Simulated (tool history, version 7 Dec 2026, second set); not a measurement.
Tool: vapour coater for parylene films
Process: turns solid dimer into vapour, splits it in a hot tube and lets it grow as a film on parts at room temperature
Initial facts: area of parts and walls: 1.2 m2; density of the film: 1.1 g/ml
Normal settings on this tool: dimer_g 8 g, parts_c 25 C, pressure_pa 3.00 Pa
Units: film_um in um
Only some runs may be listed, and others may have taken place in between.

run,day,dimer_g,parts_c,pressure_pa,film_um
1,0.000,8,25,3.00,3.14
2,0.788,9,25,3.00,3.52
3,1.329,9,25,3.00,3.56
4,2.183,8,25,5.01,2.95
5,3.062,8,25,3.00,3.15
6,3.583,8,25,3.00,3.14
7,4.404,8,25,3.00,3.14
8,5.046,8,25,3.00,3.11
9,5.579,8,21,3.00,3.74
10,6.429,8,22,3.00,3.57
11,6.929,8,35,3.00,1.97
12,7.550,8,25,3.00,3.13
13,8.462,8,25,3.00,3.11
14,9.092,8,25,3.00,3.12
15,9.854,8,25,3.00,3.13
16,10.304,10,25,11.24,3.26
17,10.892,5,23,11.24,1.78
18,11.517,8,19,2.54,4.11
19,12.362,11,25,2.54,4.36
20,13.192,13,25,2.61,5.13
21,14.171,14,25,2.11,5.67
# day 14.950: trap's valve overhauled
22,15.108,8,25,5.17,3.09
23,15.788,8,25,4.46,3.13
24,16.242,8,19,3.86,4.21
25,16.708,5,19,3.86,2.62
26,17.625,5,19,3.86,2.63
27,18.296,4,34,3.00,1.10
28,18.988,6,28,5.04,2.01
29,19.879,8,20,3.00,4.13
30,20.333,5,25,4.40,1.95

Same runs, no hidden state in the tool, same run-to-run variation:
Hidden state at play: vapour lost through the trap's worn valve, %; true temperature of the parts over the reading, C; drift of the gauge itself on film_um, %.
run,film_um
1,3.17
2,3.55
3,3.59
4,2.99
5,3.19
6,3.18
7,3.19
8,3.16
9,3.80
10,3.63
11,2.01
12,3.19
13,3.17
14,3.19
15,3.20
16,3.33
17,1.83
18,4.22
19,4.48
20,5.27
21,5.84
22,2.97
23,3.00
24,4.04
25,2.52
26,2.53
27,1.06
28,1.94
29,3.98
30,1.89

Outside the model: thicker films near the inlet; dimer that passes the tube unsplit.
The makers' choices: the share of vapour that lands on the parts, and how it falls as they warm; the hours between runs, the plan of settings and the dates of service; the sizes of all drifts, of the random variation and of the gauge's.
